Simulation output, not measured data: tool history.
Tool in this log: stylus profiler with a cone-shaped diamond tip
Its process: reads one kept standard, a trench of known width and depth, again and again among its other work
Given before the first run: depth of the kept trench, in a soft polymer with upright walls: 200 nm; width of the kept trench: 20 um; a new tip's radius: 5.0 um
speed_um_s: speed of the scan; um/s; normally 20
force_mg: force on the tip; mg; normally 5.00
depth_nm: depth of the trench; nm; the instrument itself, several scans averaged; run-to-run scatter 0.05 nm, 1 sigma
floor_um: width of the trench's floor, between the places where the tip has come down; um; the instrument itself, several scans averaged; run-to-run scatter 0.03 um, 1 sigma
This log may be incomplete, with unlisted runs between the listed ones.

run,day,speed_um_s,force_mg,depth_nm,floor_um
1,0.000,20,5.00,203.23,16.55
2,1.200,20,5.00,203.25,16.50
3,2.796,20,13.62,206.13,16.54
4,4.112,20,13.62,206.17,16.49
5,5.925,20,13.62,206.10,16.50
6,7.567,20,5.63,203.46,16.43
7,9.296,20,5.63,203.49,16.45
8,10.308,20,5.63,203.56,16.41
9,11.762,20,7.65,204.35,16.41
10,13.338,20,7.65,204.21,16.33
11,14.804,20,7.65,204.26,16.32
12,16.700,7,7.65,204.25,16.33
13,18.683,16,5.00,203.39,16.34
14,20.283,16,5.00,203.31,16.21
15,21.746,16,5.00,203.29,16.22
16,23.262,16,5.00,203.29,16.28
17,25.117,20,5.00,203.34,16.23
18,26.496,20,5.00,203.37,16.15
19,28.304,20,5.00,203.38,16.15
# day 28.433: height scale calibrated on a step standard
20,30.242,20,5.00,203.52,16.16
21,31.525,21,5.00,203.68,16.11
22,32.696,28,5.00,203.60,16.09
23,33.758,28,5.00,203.60,16.07
24,35.842,68,12.19,206.17,16.04
25,36.954,10,9.27,205.08,16.09
26,38.229,13,4.06,203.23,16.03
# day 39.112: height scale calibrated on a step standard, once more
27,39.546,27,3.52,202.33,16.01
28,40.779,15,2.09,201.60,15.96
29,42.133,39,2.09,201.47,15.94
30,43.479,45,3.89,202.44,15.88
31,44.879,45,7.63,203.90,15.90
32,46.404,10,10.76,204.92,15.90
33,48.217,42,1.81,201.43,15.80
34,49.529,16,1.73,201.49,15.91
35,51.088,30,5.73,203.28,15.85
36,52.279,48,3.56,202.34,15.79
37,54.350,18,8.14,204.09,15.87
38,55.300,18,2.50,201.81,15.75
39,57.146,15,5.00,203.02,15.84
40,59.242,21,8.65,204.33,15.82
41,61.108,30,2.04,201.62,15.72
42,62.725,7,5.00,202.96,15.79
43,63.696,14,2.02,201.66,15.73
44,65.262,13,5.00,203.02,15.78

Results for each run, recomputed without the tool's hidden state and with each run's random variation untouched:
What the log doesn't record here: radius of the tip, um; height scale over the true one, %; drift of the gauge itself on depth_nm, %; drift of the gauge itself on floor_um, %.
run,depth_nm,floor_um
1,202.98,17.17
2,202.99,17.14
3,205.85,17.20
4,205.89,17.17
5,205.81,17.20
6,203.16,17.16
7,203.18,17.20
8,203.25,17.18
9,204.03,17.19
10,203.87,17.13
11,203.92,17.15
12,203.90,17.18
13,203.03,17.21
14,202.94,17.11
15,202.91,17.13
16,202.90,17.21
17,202.93,17.18
18,202.96,17.12
19,202.96,17.14
20,202.88,17.17
21,203.03,17.14
22,202.95,17.14
23,202.94,17.13
24,205.49,17.13
25,204.40,17.19
26,202.54,17.15
27,202.43,17.13
28,201.69,17.10
29,201.56,17.10
30,202.51,17.06
31,203.97,17.09
32,204.98,17.11
33,201.47,17.03
34,201.53,17.16
35,203.31,17.12
36,202.36,17.07
37,204.10,17.17
38,201.81,17.06
39,203.01,17.18
40,204.31,17.17
41,201.59,17.09
42,202.92,17.19
43,201.62,17.13
44,202.97,17.20

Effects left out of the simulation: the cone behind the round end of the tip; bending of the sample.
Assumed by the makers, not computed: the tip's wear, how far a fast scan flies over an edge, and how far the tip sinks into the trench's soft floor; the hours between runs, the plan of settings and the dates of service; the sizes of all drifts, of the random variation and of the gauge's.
